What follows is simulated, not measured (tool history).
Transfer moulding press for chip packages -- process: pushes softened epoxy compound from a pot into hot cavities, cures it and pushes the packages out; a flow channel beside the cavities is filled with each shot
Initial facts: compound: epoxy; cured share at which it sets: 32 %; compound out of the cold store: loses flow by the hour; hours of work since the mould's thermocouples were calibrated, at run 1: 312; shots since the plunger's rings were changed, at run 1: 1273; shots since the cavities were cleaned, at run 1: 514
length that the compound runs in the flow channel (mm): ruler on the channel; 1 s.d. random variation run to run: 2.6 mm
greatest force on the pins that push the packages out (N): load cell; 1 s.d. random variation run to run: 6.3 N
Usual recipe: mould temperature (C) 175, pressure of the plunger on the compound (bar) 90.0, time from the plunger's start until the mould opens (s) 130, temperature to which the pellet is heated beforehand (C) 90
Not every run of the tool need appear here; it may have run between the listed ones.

run	day	mould temperature (C)	pressure of the plunger on the compound (bar)	time from the plunger's start until the mould opens (s)	temperature to which the pellet is heated beforehand (C)	hours of work since the mould's thermocouples were calibrated	shots since the plunger's rings were changed	shots since the cavities were cleaned	incoming compound's hours out of the cold store	length that the compound runs in the flow channel (mm)	greatest force on the pins that push the packages out (N)
1	0.000	175	90.0	130	90	312	1273	514	41.4	461	250
2	0.658	175	90.0	130	90	323	1425	666	12.1	530	256
3	1.446	175	90.0	130	90	337	1607	848	42.7	457	243
# day 2.212: cavities cleaned with cleaning compound and waxed
4	2.550	175	90.0	130	90	354	1848	77	31.5	487	257
5	3.208	175	90.0	130	90	366	2001	230	45.5	455	243
6	4.362	175	90.0	130	96	385	2268	497	39.3	463	235
7	5.688	175	90.0	130	96	408	2574	803	42.0	458	257
8	6.508	175	90.0	130	96	422	2764	993	44.1	454	253
# day 6.746: cavities cleaned with cleaning compound and waxed
9	7.433	175	90.0	113	90	436	2963	159	10.8	539	306
10	8.842	175	90.0	113	90	460	3289	485	15.6	524	298
11	10.279	175	90.0	130	90	485	3622	818	15.0	534	255
# day 11.204: cavities cleaned with cleaning compound and waxed
12	11.204	175	90.0	130	90	499	3820	0	15.7	525	253
# day 12.462: plunger's sealing rings changed
13	12.700	175	90.0	130	90	523	55	323	22.8	506	268
14	13.308	175	90.0	130	90	533	195	463	47.8	447	248
15	14.042	182	73.6	130	90	546	365	633	35.4	418	235
16	15.404	175	90.0	151	90	569	680	948	45.7	449	227
# day 15.842: cavities cleaned with cleaning compound and waxed
17	16.317	175	90.0	144	84	583	877	110	30.0	489	235
18	17.504	177	90.0	151	98	603	1151	384	28.7	485	227
19	18.788	177	90.0	151	98	625	1448	681	45.2	448	228
20	19.750	175	71.0	130	91	642	1671	904	38.3	418	250
# day 20.288: cavities cleaned with cleaning compound and waxed
21	20.992	171	71.0	130	97	662	1943	163	24.0	456	304
22	22.088	175	92.1	130	90	680	2197	417	19.1	525	249
# day 23.054: mould's thermocouples calibrated
23	23.246	183	90.0	130	92	3	2445	665	28.2	478	236
24	24.029	183	90.0	130	92	17	2627	847	10.5	520	227
25	24.721	174	90.0	130	93	28	2787	1007	27.4	499	246
# day 24.908: cavities cleaned with cleaning compound and waxed
26	25.617	174	88.6	130	93	42	2979	164	38.8	466	248
27	26.271	175	88.0	146	97	54	3131	316	9.0	544	244
28	27.112	175	82.7	146	94	68	3325	510	38.6	446	247

Forecast each of these 4 alternatives for the next run:
A	28.225	181	90.0	130	100	87	3583	768	30.2	?	?
B	28.225	175	90.0	130	84	87	3583	768	43.2	?	?
C	28.225	182	68.7	160	90	87	3583	768	44.6	?	?
D	28.225	181	88.5	130	93	87	3583	768	46.5	?	?

run	length that the compound runs in the flow channel (mm)	greatest force on the pins that push the packages out (N)
A	473	237
B	456	246
C	386	225
D	438	233
Had the tool no hidden state, the same runs would have come out as:
run	length that the compound runs in the flow channel (mm)	greatest force on the pins that push the packages out (N)
A	473	235
B	457	243
C	387	222
D	439	231
